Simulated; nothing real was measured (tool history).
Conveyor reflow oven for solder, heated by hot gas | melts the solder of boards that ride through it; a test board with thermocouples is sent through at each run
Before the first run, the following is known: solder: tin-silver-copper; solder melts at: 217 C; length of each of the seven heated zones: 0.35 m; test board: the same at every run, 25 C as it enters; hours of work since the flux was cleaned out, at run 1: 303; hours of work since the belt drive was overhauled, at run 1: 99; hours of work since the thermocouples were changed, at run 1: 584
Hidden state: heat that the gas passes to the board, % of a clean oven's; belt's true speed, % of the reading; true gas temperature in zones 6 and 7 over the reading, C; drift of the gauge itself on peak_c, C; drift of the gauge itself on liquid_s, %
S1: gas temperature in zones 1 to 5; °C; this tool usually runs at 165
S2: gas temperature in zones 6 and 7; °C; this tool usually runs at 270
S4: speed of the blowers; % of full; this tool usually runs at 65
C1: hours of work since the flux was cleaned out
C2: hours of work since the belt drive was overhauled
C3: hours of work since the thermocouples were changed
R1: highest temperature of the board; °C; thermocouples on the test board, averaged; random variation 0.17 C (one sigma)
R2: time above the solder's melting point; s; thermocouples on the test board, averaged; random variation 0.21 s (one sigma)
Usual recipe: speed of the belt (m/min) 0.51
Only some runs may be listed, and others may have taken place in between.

run 1 hour=0 | S1=165 S2=270 speed_of_the_belt_(m/min)=0.51 S4=65 | C1=303 C2=99 C3=584 | R1=254.8 R2=60.8
run 2 hour=25.7 | S1=165 S2=270 speed_of_the_belt_(m/min)=0.51 S4=65 | C1=316 C2=111 C3=596 | R1=254.7 R2=61
run 3 hour=61.5 | S1=165 S2=270 speed_of_the_belt_(m/min)=0.51 S4=65 | C1=333 C2=129 C3=614 | R1=254.7 R2=60.8
run 4 hour=84.3 | S1=165 S2=270 speed_of_the_belt_(m/min)=0.51 S4=65 | C1=344 C2=140 C3=625 | R1=254.9 R2=60.9
run 5 hour=115.5 | S1=150 S2=270 speed_of_the_belt_(m/min)=0.51 S4=65 | C1=359 C2=155 C3=640 | R1=252.8 R2=54.9
run 6 hour=142.4 | S1=150 S2=270 speed_of_the_belt_(m/min)=0.51 S4=65 | C1=372 C2=168 C3=653 | R1=252.7 R2=54.6
run 7 hour=169.6 | S1=165 S2=270 speed_of_the_belt_(m/min)=0.51 S4=65 | C1=386 C2=182 C3=667 | R1=255.2 R2=61
run 8 hour=189.4 | S1=165 S2=270 speed_of_the_belt_(m/min)=0.51 S4=52 | C1=395 C2=191 C3=676 | R1=252.3 R2=58.3
-- hour=210.3 flux residue cleaned out of gas plates and filters
run 9 hour=212 | S1=165 S2=270 speed_of_the_belt_(m/min)=0.51 S4=65 | C1=1 C2=200 C3=685 | R1=255.1 R2=61.3
run 10 hour=230.3 | S1=165 S2=270 speed_of_the_belt_(m/min)=0.51 S4=65 | C1=10 C2=209 C3=694 | R1=254.9 R2=60.6
run 11 hour=259.9 | S1=165 S2=270 speed_of_the_belt_(m/min)=0.51 S4=65 | C1=24 C2=223 C3=708 | R1=255 R2=61.2
run 12 hour=296 | S1=165 S2=278 speed_of_the_belt_(m/min)=0.51 S4=65 | C1=42 C2=241 C3=726 | R1=262.1 R2=65.6
run 13 hour=317.8 | S1=165 S2=278 speed_of_the_belt_(m/min)=0.51 S4=65 | C1=52 C2=252 C3=736 | R1=262.1 R2=65.4
run 14 hour=335 | S1=170 S2=270 speed_of_the_belt_(m/min)=0.51 S4=65 | C1=61 C2=260 C3=745 | R1=255.9 R2=63.2
run 15 hour=354.1 | S1=170 S2=270 speed_of_the_belt_(m/min)=0.51 S4=65 | C1=70 C2=269 C3=754 | R1=255.6 R2=63.5
run 16 hour=385.6 | S1=170 S2=270 speed_of_the_belt_(m/min)=0.51 S4=65 | C1=86 C2=285 C3=770 | R1=255.8 R2=63.4
run 17 hour=417.4 | S1=158 S2=273 speed_of_the_belt_(m/min)=0.522 S4=77 | C1=101 C2=300 C3=785 | R1=257.9 R2=59.4
run 18 hour=452.7 | S1=158 S2=273 speed_of_the_belt_(m/min)=0.522 S4=77 | C1=118 C2=317 C3=802 | R1=257.7 R2=59.6
run 19 hour=486.3 | S1=165 S2=274 speed_of_the_belt_(m/min)=0.586 S4=65 | C1=135 C2=334 C3=819 | R1=253.7 R2=51.1
run 20 hour=505.6 | S1=171 S2=264 speed_of_the_belt_(m/min)=0.591 S4=87 | C1=144 C2=343 C3=828 | R1=249.2 R2=50.6
run 21 hour=524.8 | S1=170 S2=267 speed_of_the_belt_(m/min)=0.557 S4=51 | C1=154 C2=353 C3=837 | R1=247.5 R2=50.7
run 22 hour=548.1 | S1=179 S2=264 speed_of_the_belt_(m/min)=0.51 S4=65 | C1=165 C2=364 C3=849 | R1=251.6 R2=64
run 23 hour=569.5 | S1=179 S2=264 speed_of_the_belt_(m/min)=0.51 S4=65 | C1=175 C2=374 C3=859 | R1=251.8 R2=64.3
run 24 hour=594.8 | S1=153 S2=275 speed_of_the_belt_(m/min)=0.534 S4=56 | C1=188 C2=387 C3=872 | R1=254.1 R2=53.1
run 25 hour=626 | S1=153 S2=271 speed_of_the_belt_(m/min)=0.534 S4=51 | C1=203 C2=402 C3=887 | R1=248.8 R2=48.8
run 26 hour=643.2 | S1=153 S2=271 speed_of_the_belt_(m/min)=0.534 S4=51 | C1=211 C2=410 C3=895 | R1=249.1 R2=48.6
run 27 hour=671.7 | S1=167 S2=267 speed_of_the_belt_(m/min)=0.51 S4=50 | C1=225 C2=424 C3=909 | R1=249.5 R2=56.6
run 28 hour=694 | S1=171 S2=277 speed_of_the_belt_(m/min)=0.524 S4=52 | C1=236 C2=435 C3=920 | R1=258.8 R2=62.8
run 29 hour=726.9 | S1=171 S2=277 speed_of_the_belt_(m/min)=0.524 S4=52 | C1=252 C2=451 C3=936 | R1=258.7 R2=63.1
-- hour=743.2 thermocouples of zones 6 and 7 changed
run 30 hour=767.9 | S1=171 S2=277 speed_of_the_belt_(m/min)=0.524 S4=52 | C1=271 C2=470 C3=12 | R1=258.6 R2=62.9
run 31 hour=802.5 | S1=169 S2=271 speed_of_the_belt_(m/min)=0.473 S4=77 | C1=288 C2=487 C3=29 | R1=260.1 R2=72.1

What if the next run were any one of these 3? Each begins from the tool's condition after run 31:
run A hour=840.4 | S1=169 S2=284 speed_of_the_belt_(m/min)=0.473 S4=62 | C1=307 C2=506 C3=47 | R1=? R2=?
run B hour=840.4 | S1=154 S2=270 speed_of_the_belt_(m/min)=0.562 S4=66 | C1=307 C2=506 C3=47 | R1=? R2=?
run C hour=840.4 | S1=151 S2=270 speed_of_the_belt_(m/min)=0.51 S4=65 | C1=307 C2=506 C3=47 | R1=? R2=?

run=A R1=269.7 R2=77.1
run=B R1=249.7 R2=48.1
run=C R1=252.5 R2=55
Without the tool's hidden state the same runs would have given:
run=A R1=269.8 R2=77.1
run=B R1=249.7 R2=48.1
run=C R1=252.6 R2=55.1

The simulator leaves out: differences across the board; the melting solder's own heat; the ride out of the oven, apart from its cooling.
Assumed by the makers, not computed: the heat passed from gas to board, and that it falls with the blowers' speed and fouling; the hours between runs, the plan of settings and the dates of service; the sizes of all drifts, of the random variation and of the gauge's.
